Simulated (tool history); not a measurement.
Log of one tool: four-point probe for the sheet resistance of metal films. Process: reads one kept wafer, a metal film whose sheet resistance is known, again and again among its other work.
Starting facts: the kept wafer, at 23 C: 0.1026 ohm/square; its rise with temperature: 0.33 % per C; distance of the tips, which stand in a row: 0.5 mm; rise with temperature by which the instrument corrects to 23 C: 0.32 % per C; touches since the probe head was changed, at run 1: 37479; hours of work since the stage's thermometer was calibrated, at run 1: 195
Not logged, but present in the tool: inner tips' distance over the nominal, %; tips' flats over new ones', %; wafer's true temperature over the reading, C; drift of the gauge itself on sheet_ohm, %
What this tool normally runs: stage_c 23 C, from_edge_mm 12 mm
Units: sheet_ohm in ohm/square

run   hour  stage_c  from_edge_mm  touches since the probe head was changed  hours of work since the stage's thermometer was calibrated  sheet_ohm
  1    0.0       23            12                                     37479                                                         195   0.102657
  2   33.7       23            12                                     39312                                                         218   0.102679
  3   67.9       23            12                                     41176                                                         240   0.102687
  4   94.0       23            38                                     42596                                                         258   0.102593
  5  131.7       23            38                                     44648                                                         283   0.102621
  6  188.4       23            38                                     47736                                                         320   0.102649
  7  233.0       23            38                                     50160                                                         350   0.102707
  8  283.0       32            38                                     52883                                                         383   0.102833
  9  318.0       32            38                                     54788                                                         406   0.102885
 10  370.5       23            15                                     57644                                                         440   0.102831
 11  426.2       23            15                                     60675                                                         477   0.102822
 12  466.2       21            12                                     62854                                                         504   0.102885
 13  506.7       21            12                                     65059                                                         531   0.102889
 14  557.4       23            12                                     67818                                                         564   0.102977
 15  606.5       23            24                                     70491                                                         597   0.102938
 16  630.9       23            12                                     71817                                                         613   0.103000
     650.4  -- new probe head fitted
 17  663.5       34            12                                       714                                                         634   0.102819
 18  704.1       34            12                                      2923                                                         661   0.102837
 19  750.9       34            12                                      5467                                                         691   0.102826
 20  806.3       34            12                                      8485                                                         728   0.102898
 21  830.8       34            12                                      9820                                                         744   0.102906
     836.3  -- stage's thermometer calibrated
 22  858.2       23            12                                     11283                                                          14   0.102828
 23  900.8       34            51                                     13600                                                          43   0.102880

Run 24 comes next. What will it give?
 24  951.1       25             6                                     16340                                                          76          ?

{"run 24": {"sheet_ohm": 0.103194}}
With no hidden state in the tool, this same run would have given sheet_ohm 0.103030 ohm/square.
